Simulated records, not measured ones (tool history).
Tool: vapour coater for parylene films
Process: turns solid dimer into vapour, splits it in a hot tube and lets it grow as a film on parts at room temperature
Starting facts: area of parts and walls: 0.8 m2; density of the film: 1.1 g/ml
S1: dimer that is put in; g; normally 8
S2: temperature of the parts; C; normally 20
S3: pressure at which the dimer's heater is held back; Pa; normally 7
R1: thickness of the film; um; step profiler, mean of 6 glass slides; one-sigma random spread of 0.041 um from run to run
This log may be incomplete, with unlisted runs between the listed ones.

{"run": 1, "hour": 0.0, "S1": 8, "S2": 20, "S3": 7, "R1": 4.57}
{"run": 2, "hour": 40.0, "S1": 8, "S2": 20, "S3": 7, "R1": 4.45}
{"run": 3, "hour": 72.4, "S1": 8, "S2": 20, "S3": 7, "R1": 4.47}
{"run": 4, "hour": 116.8, "S1": 8, "S2": 20, "S3": 7, "R1": 4.41}
{"run": 5, "hour": 152.5, "S1": 8, "S2": 20, "S3": 7, "R1": 4.41}
{"run": 6, "hour": 186.4, "S1": 8, "S2": 20, "S3": 4.61, "R1": 4.59}
{"run": 7, "hour": 229.7, "S1": 8, "S2": 20, "S3": 7, "R1": 4.4}
{"run": 8, "hour": 252.2, "S1": 8, "S2": 20, "S3": 7, "R1": 4.28}
{"run": 9, "hour": 290.8, "S1": 8, "S2": 20, "S3": 7, "R1": 4.19}
{"run": 10, "hour": 330.6, "S1": 8, "S2": 20, "S3": 7, "R1": 4.17}
{"run": 11, "hour": 368.8, "S1": 8, "S2": 20, "S3": 7, "R1": 4.17}
{"run": 12, "hour": 397.7, "S1": 8, "S2": 20, "S3": 7, "R1": 4.14}
{"run": 13, "hour": 447.6, "S1": 8, "S2": 20, "S3": 7, "R1": 4.03}
{"run": 14, "hour": 480.5, "S1": 8, "S2": 20, "S3": 7, "R1": 4.05}
{"run": 15, "hour": 527.6, "S1": 8, "S2": 20, "S3": 7, "R1": 3.99}
{"run": 16, "hour": 551.4, "S1": 8, "S2": 20, "S3": 7, "R1": 3.91}
{"run": 17, "hour": 603.4, "S1": 8, "S2": 20, "S3": 7, "R1": 4.01}
{"run": 18, "hour": 630.0, "S1": 8, "S2": 20, "S3": 7, "R1": 3.89}
{"run": 19, "hour": 652.0, "S1": 8, "S2": 20, "S3": 7, "R1": 3.86}
{"hour": 687.7, "done": "trap's valve overhauled"}
{"run": 20, "hour": 690.6, "S1": 8, "S2": 20, "S3": 3.66, "R1": 4.64}
{"run": 21, "hour": 721.5, "S1": 8, "S2": 20, "S3": 3.66, "R1": 4.83}
{"run": 22, "hour": 755.1, "S1": 5, "S2": 26, "S3": 2.75, "R1": 2.69}
{"run": 23, "hour": 793.0, "S1": 6, "S2": 14, "S3": 7, "R1": 3.8}
{"run": 24, "hour": 823.4, "S1": 12, "S2": 14, "S3": 5.47, "R1": 7.55}
{"run": 25, "hour": 870.3, "S1": 12, "S2": 14, "S3": 5.47, "R1": 7.61}
{"run": 26, "hour": 923.1, "S1": 8, "S2": 17, "S3": 5.99, "R1": 4.66}
{"run": 27, "hour": 964.9, "S1": 8, "S2": 19, "S3": 7.22, "R1": 4.32}
{"run": 28, "hour": 1014.2, "S1": 10, "S2": 23, "S3": 7, "R1": 4.98}
{"run": 29, "hour": 1036.9, "S1": 8, "S2": 16, "S3": 3.86, "R1": 4.92}
{"run": 30, "hour": 1086.3, "S1": 4, "S2": 14, "S3": 5.43, "R1": 2.44}
{"run": 31, "hour": 1113.8, "S1": 4, "S2": 14, "S3": 5.43, "R1": 2.38}
{"run": 32, "hour": 1159.9, "S1": 8, "S2": 26, "S3": 11.39, "R1": 3.5}
{"run": 33, "hour": 1194.9, "S1": 8, "S2": 26, "S3": 11.39, "R1": 3.45}
{"run": 34, "hour": 1235.9, "S1": 8, "S2": 14, "S3": 2.89, "R1": 4.97}
{"run": 35, "hour": 1263.0, "S1": 8, "S2": 20, "S3": 7, "R1": 3.96}
{"run": 36, "hour": 1310.2, "S1": 8, "S2": 20, "S3": 7, "R1": 3.95}
{"run": 37, "hour": 1346.8, "S1": 14, "S2": 17, "S3": 2.61, "R1": 7.81}
{"run": 38, "hour": 1376.3, "S1": 14, "S2": 17, "S3": 2.61, "R1": 7.72}
{"hour": 1388.9, "done": "trap's valve overhauled"}
{"run": 39, "hour": 1407.5, "S1": 12, "S2": 23, "S3": 11.55, "R1": 6.17}
{"run": 40, "hour": 1430.4, "S1": 7, "S2": 16, "S3": 2.46, "R1": 4.66}

Run 41 comes next. What will it give?
{"run": 41, "hour": 1480.0, "S1": 3, "S2": 20, "S3": 7, "R1": "?"}

{"run 41": {"R1": 1.68}}
With the hidden condition absent and the run-to-run variation left alone, this run would have shown R1 1.69 um.

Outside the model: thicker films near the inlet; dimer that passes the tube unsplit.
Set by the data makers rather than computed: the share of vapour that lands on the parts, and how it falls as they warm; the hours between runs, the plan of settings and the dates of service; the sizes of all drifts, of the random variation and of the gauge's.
